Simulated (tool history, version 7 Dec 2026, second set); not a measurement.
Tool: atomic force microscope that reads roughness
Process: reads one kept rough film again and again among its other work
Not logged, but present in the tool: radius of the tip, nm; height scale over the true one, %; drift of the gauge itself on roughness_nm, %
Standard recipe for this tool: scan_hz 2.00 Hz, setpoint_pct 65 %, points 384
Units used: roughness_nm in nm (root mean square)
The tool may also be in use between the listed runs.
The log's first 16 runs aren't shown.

| run | day | scan_hz | setpoint_pct | points | pictures with this tip | hours of work since the height scale was calibrated | roughness_nm |
|---|---|---|---|---|---|---|---|
| 17 | 12.242 | 0.90 | 75 | 384 | 239 | 505 | 3.006 |
| 18 | 13.104 | 2.00 | 65 | 290 | 275 | 518 | 2.894 |
|  | 13.421 | new tip fitted |
| 19 | 13.617 | 2.00 | 65 | 384 | 8 | 526 | 3.445 |
| 20 | 14.408 | 2.00 | 81 | 384 | 41 | 538 | 3.114 |
| 21 | 15.192 | 1.79 | 59 | 334 | 74 | 551 | 3.380 |
|  | 15.325 | height scale calibrated on a step standard |
| 22 | 15.821 | 0.96 | 71 | 492 | 99 | 8 | 3.293 |
| 23 | 16.421 | 2.00 | 65 | 840 | 125 | 17 | 3.194 |
| 24 | 17.250 | 2.00 | 65 | 1004 | 160 | 30 | 3.124 |
| 25 | 18.196 | 0.54 | 65 | 572 | 200 | 45 | 3.178 |
| 26 | 19.092 | 2.00 | 65 | 748 | 238 | 59 | 2.973 |
| 27 | 20.050 | 2.06 | 63 | 340 | 278 | 74 | 2.933 |
|  | 20.329 | new tip fitted |
| 28 | 20.575 | 3.58 | 57 | 360 | 10 | 81 | 3.449 |
| 29 | 21.596 | 0.84 | 68 | 384 | 54 | 97 | 3.455 |
|  | 22.354 | height scale calibrated on a step standard, once more |
| 30 | 22.383 | 1.09 | 60 | 384 | 85 | 0 | 3.360 |
| 31 | 22.908 | 2.64 | 85 | 437 | 107 | 9 | 2.805 |
| 32 | 23.450 | 3.33 | 65 | 490 | 130 | 17 | 3.060 |
| 33 | 24.425 | 0.74 | 77 | 490 | 171 | 32 | 3.168 |
| 34 | 25.229 | 0.74 | 77 | 490 | 205 | 45 | 3.102 |
| 35 | 26.225 | 0.63 | 78 | 998 | 247 | 60 | 3.007 |
|  | 27.229 | new tip fitted |
| 36 | 27.350 | 0.63 | 63 | 430 | 5 | 77 | 3.575 |
| 37 | 27.858 | 0.63 | 63 | 430 | 27 | 85 | 3.550 |
| 38 | 28.512 | 0.92 | 61 | 618 | 54 | 96 | 3.455 |
| 39 | 29.379 | 0.92 | 61 | 618 | 91 | 109 | 3.357 |
| 40 | 30.246 | 1.82 | 69 | 384 | 127 | 123 | 3.132 |

Forecast each of these 5 alternatives for the next run:
| A | 30.992 | 2.00 | 66 | 384 | 159 | 134 | ? |
| B | 30.992 | 0.50 | 69 | 384 | 159 | 134 | ? |
| C | 30.992 | 3.35 | 65 | 384 | 159 | 134 | ? |
| D | 30.992 | 0.65 | 65 | 384 | 159 | 134 | ? |
| E | 30.992 | 3.47 | 66 | 712 | 159 | 134 | ? |

| run | roughness_nm |
|---|---|
| A | 3.074 |
| B | 3.224 |
| C | 2.998 |
| D | 3.220 |
| E | 2.982 |
Had the tool no hidden state, the same runs would have come out as:
| run | roughness_nm |
|---|---|
| A | 3.438 |
| B | 3.606 |
| C | 3.353 |
| D | 3.601 |
| E | 3.335 |

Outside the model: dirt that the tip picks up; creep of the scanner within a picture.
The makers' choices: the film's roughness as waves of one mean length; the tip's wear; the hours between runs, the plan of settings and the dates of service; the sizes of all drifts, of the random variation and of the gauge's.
